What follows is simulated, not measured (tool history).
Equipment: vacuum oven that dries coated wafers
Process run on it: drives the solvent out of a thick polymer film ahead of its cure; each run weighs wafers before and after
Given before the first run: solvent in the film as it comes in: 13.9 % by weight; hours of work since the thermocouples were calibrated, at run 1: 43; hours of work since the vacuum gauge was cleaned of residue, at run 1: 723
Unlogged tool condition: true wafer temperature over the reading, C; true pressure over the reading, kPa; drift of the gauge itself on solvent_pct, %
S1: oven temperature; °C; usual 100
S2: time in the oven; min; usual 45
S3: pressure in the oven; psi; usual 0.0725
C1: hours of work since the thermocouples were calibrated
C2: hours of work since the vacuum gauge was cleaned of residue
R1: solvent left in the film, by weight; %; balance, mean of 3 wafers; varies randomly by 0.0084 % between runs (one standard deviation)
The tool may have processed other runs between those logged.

run 1 hour=0.0 | S1=100 S2=45 S3=0.0725 | C1=43 C2=723 | R1=0.946
run 2 hour=16.0 | S1=100 S2=45 S3=0.0725 | C1=55 C2=735 | R1=0.942
run 3 hour=33.9 | S1=100 S2=57 S3=0.0725 | C1=69 C2=749 | R1=0.574
run 4 hour=52.1 | S1=100 S2=45 S3=0.2122 | C1=82 C2=763 | R1=1.244
run 5 hour=75.1 | S1=100 S2=45 S3=0.2122 | C1=100 C2=780 | R1=1.231
run 6 hour=85.8 | S1=100 S2=45 S3=0.0725 | C1=108 C2=788 | R1=0.938
run 7 hour=95.2 | S1=100 S2=45 S3=0.0725 | C1=115 C2=795 | R1=0.944
run 8 hour=117.1 | S1=100 S2=45 S3=0.0725 | C1=131 C2=811 | R1=0.939
run 9 hour=127.6 | S1=100 S2=45 S3=0.0725 | C1=139 C2=819 | R1=0.943
-- hour=130.6 oven's thermocouples calibrated
run 10 hour=139.5 | S1=100 S2=45 S3=0.0725 | C1=7 C2=827 | R1=0.936
run 11 hour=155.2 | S1=102 S2=45 S3=0.1693 | C1=19 C2=839 | R1=0.965
-- hour=173.3 oven's thermocouples calibrated, once more
run 12 hour=173.4 | S1=111 S2=30 S3=0.0439 | C1=0 C2=851 | R1=0.756
run 13 hour=187.5 | S1=101 S2=28 S3=0.1907 | C1=11 C2=862 | R1=2.257
run 14 hour=201.5 | S1=100 S2=58 S3=0.2737 | C1=21 C2=872 | R1=0.993
run 15 hour=220.3 | S1=95 S2=42 S3=0.0598 | C1=35 C2=886 | R1=1.606
run 16 hour=238.2 | S1=95 S2=42 S3=0.0598 | C1=49 C2=900 | R1=1.601
run 17 hour=257.2 | S1=95 S2=42 S3=0.0598 | C1=63 C2=914 | R1=1.607
run 18 hour=271.8 | S1=95 S2=42 S3=0.0598 | C1=74 C2=925 | R1=1.593
run 19 hour=295.0 | S1=95 S2=42 S3=0.0824 | C1=92 C2=942 | R1=1.663
run 20 hour=314.5 | S1=95 S2=42 S3=0.0824 | C1=106 C2=957 | R1=1.646

Below are 5 alternative next runs, each starting from the tool's condition after run 20. Predict each:
run A hour=337.7 | S1=113 S2=74 S3=0.1136 | C1=124 C2=975 | R1=?
run B hour=337.7 | S1=96 S2=45 S3=0.0725 | C1=124 C2=975 | R1=?
run C hour=337.7 | S1=93 S2=66 S3=0.0824 | C1=124 C2=975 | R1=?
run D hour=337.7 | S1=100 S2=32 S3=0.0769 | C1=124 C2=975 | R1=?
run E hour=337.7 | S1=101 S2=29 S3=0.0716 | C1=124 C2=975 | R1=?

run=A R1=0.243
run=B R1=1.332
run=C R1=0.895
run=D R1=1.748
run=E R1=1.936
With the hidden condition removed and each run's random variation left untouched, the same runs would have given:
run=A R1=0.155
run=B R1=1.248
run=C R1=0.764
run=D R1=1.703
run=E R1=1.901
